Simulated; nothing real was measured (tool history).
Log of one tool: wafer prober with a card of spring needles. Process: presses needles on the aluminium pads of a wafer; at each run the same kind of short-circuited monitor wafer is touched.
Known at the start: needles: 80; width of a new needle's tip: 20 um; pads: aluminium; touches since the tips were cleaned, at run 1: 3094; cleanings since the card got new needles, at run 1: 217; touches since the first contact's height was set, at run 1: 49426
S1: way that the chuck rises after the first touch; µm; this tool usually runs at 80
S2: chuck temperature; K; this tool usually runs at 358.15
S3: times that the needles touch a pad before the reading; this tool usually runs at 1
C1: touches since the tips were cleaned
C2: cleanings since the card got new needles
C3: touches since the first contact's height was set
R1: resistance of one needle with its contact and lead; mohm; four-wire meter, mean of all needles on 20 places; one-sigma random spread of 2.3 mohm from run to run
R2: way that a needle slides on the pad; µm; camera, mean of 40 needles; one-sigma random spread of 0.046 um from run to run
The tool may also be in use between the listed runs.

run    hour  S1      S2  S3    C1   C2     C3   R1     R2
  1       0  80  358.15   1  3094  217  49426  345  14.68
        5.7  -- tips cleaned on abrasive film
       19.9  -- tips cleaned on abrasive film
       34.1  -- tips cleaned on abrasive film
       48.3  -- tips cleaned on abrasive film
  2    54.1  80  325.15   1  2311  221  70948  330  14.57
       59.9  -- tips cleaned on abrasive film
       74.1  -- tips cleaned on abrasive film
       88.3  -- tips cleaned on abrasive film
       94.2  -- height of the first contact set anew
      102.8  -- tips cleaned on abrasive film
  3   111.8  80  325.15   1  3622  225   7012  363  14.83
      114.8  -- tips cleaned on abrasive film
      126.1  -- tips cleaned on abrasive film
      140.3  -- tips cleaned on abrasive film
      154.5  -- tips cleaned on abrasive film
      160.3  -- tips cleaned on abrasive film, once more
      174.5  -- tips cleaned on abrasive film
      185.9  -- tips cleaned on abrasive film
      198.5  -- tips cleaned on abrasive film
  4   198.5  80  358.15   1     0  233  41410  262  14.77
      212.7  -- tips cleaned on abrasive film
      224.1  -- tips cleaned on abrasive film
      238.3  -- tips cleaned on abrasive film
      249.7  -- tips cleaned on abrasive film
      263.9  -- tips cleaned on abrasive film
  5   270.2  70  358.15   1  2523  238  69923  365  12.72
      275.9  -- tips cleaned on abrasive film
      290.1  -- tips cleaned on abrasive film
      304.3  -- tips cleaned on abrasive film
  6   308.4  70  358.15   1  1658  241  85142  353  12.69
      314.4  -- height of the first contact set anew
      317.3  -- tips cleaned on abrasive film
      331.5  -- tips cleaned on abrasive film
      345.7  -- tips cleaned on abrasive film
      357.1  -- tips cleaned on abrasive film
  7   362.4  70  358.15   1  2137  245  19089  359  12.98
        371  -- tips cleaned on abrasive film
      385.2  -- tips cleaned on abrasive film
      399.4  -- tips cleaned on abrasive film
      410.8  -- tips cleaned on abrasive film
        425  -- tips cleaned on abrasive film
      436.4  -- tips cleaned on abrasive film
      450.6  -- tips cleaned on abrasive film
  8   451.3  77  358.15   1   279  252  54400  277  14.11
      462.6  -- tips cleaned on abrasive film
        474  -- tips cleaned on abrasive film
      488.2  -- tips cleaned on abrasive film
      502.4  -- tips cleaned on abrasive film
  9   512.7  77  358.15   1  4112  256  78854  393  14.06
      515.6  -- tips cleaned on abrasive film
      529.8  -- tips cleaned on abrasive film
      532.9  -- height of the first contact set anew
      544.3  -- tips cleaned on abrasive film
      555.7  -- tips cleaned on abrasive film
      569.9  -- tips cleaned on abrasive film
      584.1  -- tips cleaned on abrasive film
      596.3  -- tips cleaned on abrasive film
 10   596.3  77  358.15   1     0  263  25196  269  14.16
      610.5  -- tips cleaned on abrasive film
      621.9  -- tips cleaned on abrasive film
      636.1  -- tips cleaned on abrasive film
      650.3  -- tips cleaned on abrasive film
      664.5  -- tips cleaned on abrasive film
 11   668.4  77  358.15   1  1555  268  53871  334  14.15
        677  -- tips cleaned on abrasive film
      691.2  -- tips cleaned on abrasive film
      705.4  -- tips cleaned on abrasive film
      719.6  -- tips cleaned on abrasive film
      730.9  -- tips cleaned on abrasive film
      745.1  -- tips cleaned on abrasive film
 12   746.8  77  358.15   1   659  274  85040  307  14.02
      752.7  -- height of the first contact set anew
      758.5  -- tips cleaned on abrasive film
      772.7  -- tips cleaned on abrasive film
      786.9  -- tips cleaned on abrasive film
      801.1  -- tips cleaned on abrasive film
 13   807.3  77  358.15   1  2512  278  21723  365  14.24
      813.1  -- tips cleaned on abrasive film
      827.3  -- tips cleaned on abrasive film
      841.5  -- tips cleaned on abrasive film
      855.7  -- tips cleaned on abrasive film
      869.9  -- tips cleaned on abrasive film
      884.1  -- tips cleaned on abrasive film
 14   895.3  77  358.15   2  4497  284  56731  339  14.21
      898.2  -- tips cleaned on abrasive film
      909.6  -- tips cleaned on abrasive film
      923.8  -- tips cleaned on abrasive film
        938  -- tips cleaned on abrasive film
      951.9  -- tips cleaned on abrasive film
 15   951.9  64  325.15   1     0  289  79206  276  11.73
      966.1  -- tips cleaned on abrasive film
      972.1  -- height of the first contact set anew
      980.6  -- tips cleaned on abrasive film
      994.8  -- tips cleaned on abrasive film
       1009  -- tips cleaned on abrasive film
     1023.2  -- tips cleaned on abrasive film
 16  1024.1  64  325.15   1   339  294  20680  302  11.87
     1035.5  -- tips cleaned on abrasive film
     1049.7  -- tips cleaned on abrasive film
     1063.9  -- tips cleaned on abrasive film
 17  1070.9  62  339.15   3  2803  297  39302  324  11.44
     1076.6  -- tips cleaned on abrasive film
     1090.8  -- tips cleaned on abrasive film
       1105  -- tips cleaned on abrasive film
     1119.2  -- tips cleaned on abrasive film
     1130.8  -- tips cleaned on abrasive film
 18  1130.8  62  339.15   3     0  302  63128  260  11.29
     1142.2  -- tips cleaned on abrasive film
     1156.4  -- tips cleaned on abrasive film
     1170.6  -- tips cleaned on abrasive film
 19  1173.9  67  314.15   1  1323  305  80277  344  12.29
     1182.5  -- tips cleaned on abrasive film
     1191.2  -- height of the first contact set anew
       1197  -- tips cleaned on abrasive film
     1211.2  -- tips cleaned on abrasive film
     1222.6  -- tips cleaned on abrasive film
     1236.8  -- tips cleaned on abrasive film
 20  1243.9  67  314.15   1  2848  310  20929  407  12.43
     1249.6  -- tips cleaned on abrasive film
     1263.8  -- tips cleaned on abrasive film
     1275.2  -- tips cleaned on abrasive film
     1289.4  -- tips cleaned on abrasive film
     1300.8  -- tips cleaned on abrasive film
 21    1303  67  314.15   1   870  315  44401  317  12.36
     1314.3  -- tips cleaned on abrasive film
     1325.7  -- tips cleaned on abrasive film
     1339.9  -- tips cleaned on abrasive film
     1351.3  -- tips cleaned on abrasive film
     1365.5  -- tips cleaned on abrasive film
     1379.1  -- tips cleaned on abrasive film
 22  1379.1  67  314.15   1     0  321  74674  268  12.15
     1393.3  -- tips cleaned on abrasive film
     1407.5  -- tips cleaned on abrasive film
     1410.6  -- height of the first contact set anew
       1422  -- tips cleaned on abrasive film
     1435.5  -- tips cleaned on abrasive film
 23  1435.5  80  334.15   3     0  325   9878  258  14.86

Branching from run 23: 3 alternative next runs. What would each branch give?
     1446.9  -- tips cleaned on abrasive film
     1461.1  -- tips cleaned on abrasive film
     1475.3  -- tips cleaned on abrasive film
     1486.7  -- tips cleaned on abrasive film
  A  1491.4  69  304.15   2  1883  329  32103   ?   ?
     1446.9  -- tips cleaned on abrasive film
     1461.1  -- tips cleaned on abrasive film
     1475.3  -- tips cleaned on abrasive film
     1486.7  -- tips cleaned on abrasive film
  B  1491.4  80  358.15   3  1883  329  32103   ?   ?
     1446.9  -- tips cleaned on abrasive film
     1461.1  -- tips cleaned on abrasive film
     1475.3  -- tips cleaned on abrasive film
     1486.7  -- tips cleaned on abrasive film
  C  1491.4  80  358.15   2  1883  329  32103   ?   ?

run   R1     R2
  A  317   12.7
  B  292  14.76
  C  310  14.77
Without the tool's hidden state the same runs would have given:
run   R1     R2
  A  238   12.8
  B  256  14.86
  C  253  14.88
